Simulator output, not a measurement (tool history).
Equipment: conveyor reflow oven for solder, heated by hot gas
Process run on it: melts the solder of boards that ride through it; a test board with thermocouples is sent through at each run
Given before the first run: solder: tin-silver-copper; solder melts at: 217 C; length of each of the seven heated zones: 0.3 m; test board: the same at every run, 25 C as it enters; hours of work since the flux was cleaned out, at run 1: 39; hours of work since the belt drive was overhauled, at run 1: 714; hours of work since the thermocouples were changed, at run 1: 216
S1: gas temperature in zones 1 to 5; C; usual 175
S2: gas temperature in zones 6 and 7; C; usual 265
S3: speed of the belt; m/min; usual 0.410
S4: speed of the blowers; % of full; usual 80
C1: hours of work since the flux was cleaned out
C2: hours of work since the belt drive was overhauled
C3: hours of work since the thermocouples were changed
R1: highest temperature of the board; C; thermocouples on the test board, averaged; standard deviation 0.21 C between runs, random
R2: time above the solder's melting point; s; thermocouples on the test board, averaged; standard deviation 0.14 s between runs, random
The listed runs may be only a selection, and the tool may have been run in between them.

Run 1, day 0.000: usual settings; C1 39; C2 714; C3 216. Result: R1 254.0 C, R2 68.3 s.
Run 2, day 0.338: usual settings; C1 43; C2 718; C3 219. Result: R1 253.5 C, R2 68.4 s.
Run 3, day 0.650: usual settings; C1 46; C2 721; C3 222. Result: R1 253.8 C, R2 68.3 s.
Run 4, day 0.988: usual settings but S1 188 C; C1 49; C2 724; C3 226. Result: R1 255.3 C, R2 75.6 s.
Run 5, day 1.425: usual settings but S1 167 C; C1 53; C2 728; C3 230. Result: R1 252.7 C, R2 65.1 s.
Run 6, day 1.842: usual settings; C1 57; C2 732; C3 234. Result: R1 253.8 C, R2 68.5 s.
Run 7, day 2.246: usual settings; C1 61; C2 736; C3 238. Result: R1 253.6 C, R2 68.7 s.
Run 8, day 2.567: usual settings but S1 182 C; C1 64; C2 739; C3 241. Result: R1 254.5 C, R2 72.4 s.
Run 9, day 3.179: usual settings but S3 0.487 m/min; C1 70; C2 745; C3 247. Result: R1 248.8 C, R2 53.0 s.
Run 10, day 3.767: usual settings but S3 0.487 m/min; C1 76; C2 751; C3 253. Result: R1 249.0 C, R2 53.0 s.
Run 11, day 4.104: usual settings but S3 0.487 m/min; C1 79; C2 754; C3 256. Result: R1 248.8 C, R2 53.1 s.
Run 12, day 4.412: usual settings but S1 186 C; C1 82; C2 757; C3 259. Result: R1 255.0 C, R2 74.1 s.
Run 13, day 4.892: usual settings but S1 186 C, S2 264 C; C1 87; C2 762; C3 263. Result: R1 254.2 C, R2 73.8 s.
Run 14, day 5.329: usual settings but S4 75 % of full; C1 91; C2 766; C3 268. Result: R1 252.1 C, R2 67.1 s.
Run 15, day 6.042: usual settings but S4 75 % of full; C1 98; C2 773; C3 275. Result: R1 252.2 C, R2 67.3 s.
Run 16, day 6.658: usual settings but S1 167 C, S4 75 % of full; C1 104; C2 779; C3 281. Result: R1 251.0 C, R2 63.1 s.

For run 17, what comes out?
Run 17, day 7.104: usual settings but S4 69 % of full; C1 108; C2 783; C3 285. Result: R1 ?, R2 ?.

Run 17 gave R1 250.7 C, R2 65.3 s.
Were there no unlogged condition in the tool, this run, its random variation unchanged, would have produced R1 250.7 C, R2 65.3 s.
